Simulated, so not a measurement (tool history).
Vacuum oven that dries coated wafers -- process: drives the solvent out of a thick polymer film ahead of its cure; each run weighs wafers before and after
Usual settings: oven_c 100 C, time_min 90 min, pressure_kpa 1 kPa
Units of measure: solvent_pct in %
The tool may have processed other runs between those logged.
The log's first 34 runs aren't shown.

run	hour	oven_c	time_min	pressure_kpa	solvent_pct
35	1743.2	114	73	2.55	1.04
36	1803.8	114	73	2.55	1.02
37	1833.2	88	91	1.37	3.67
38	1883.4	94	68	1	2.88
39	1912.3	94	68	1	2.91
40	1973.2	103	77	2.94	1.96
41	2037.5	103	111	1.79	1.22
42	2104.4	109	108	0.69	0.53
43	2154.7	111	97	1	0.57
44	2195.4	98	88	1	1.58
45	2266.1	100	90	2.03	1.73
46	2294.7	100	90	2.03	1.8
47	2334.7	101	77	1.65	1.65

Predict each of these 4 candidate next runs independently; none follows another, all start after run 47:
A	2368.8	96	48	1.41	?
B	2368.8	103	76	0.88	?
C	2368.8	100	74	1.12	?
D	2368.8	90	85	0.92	?

run	solvent_pct
A	3.79
B	1.12
C	1.62
D	3.15
Stripped of hidden state, with their random variation kept, the same runs would have yielded:
run	solvent_pct
A	3.49
B	0.79
C	1.27
D	2.73

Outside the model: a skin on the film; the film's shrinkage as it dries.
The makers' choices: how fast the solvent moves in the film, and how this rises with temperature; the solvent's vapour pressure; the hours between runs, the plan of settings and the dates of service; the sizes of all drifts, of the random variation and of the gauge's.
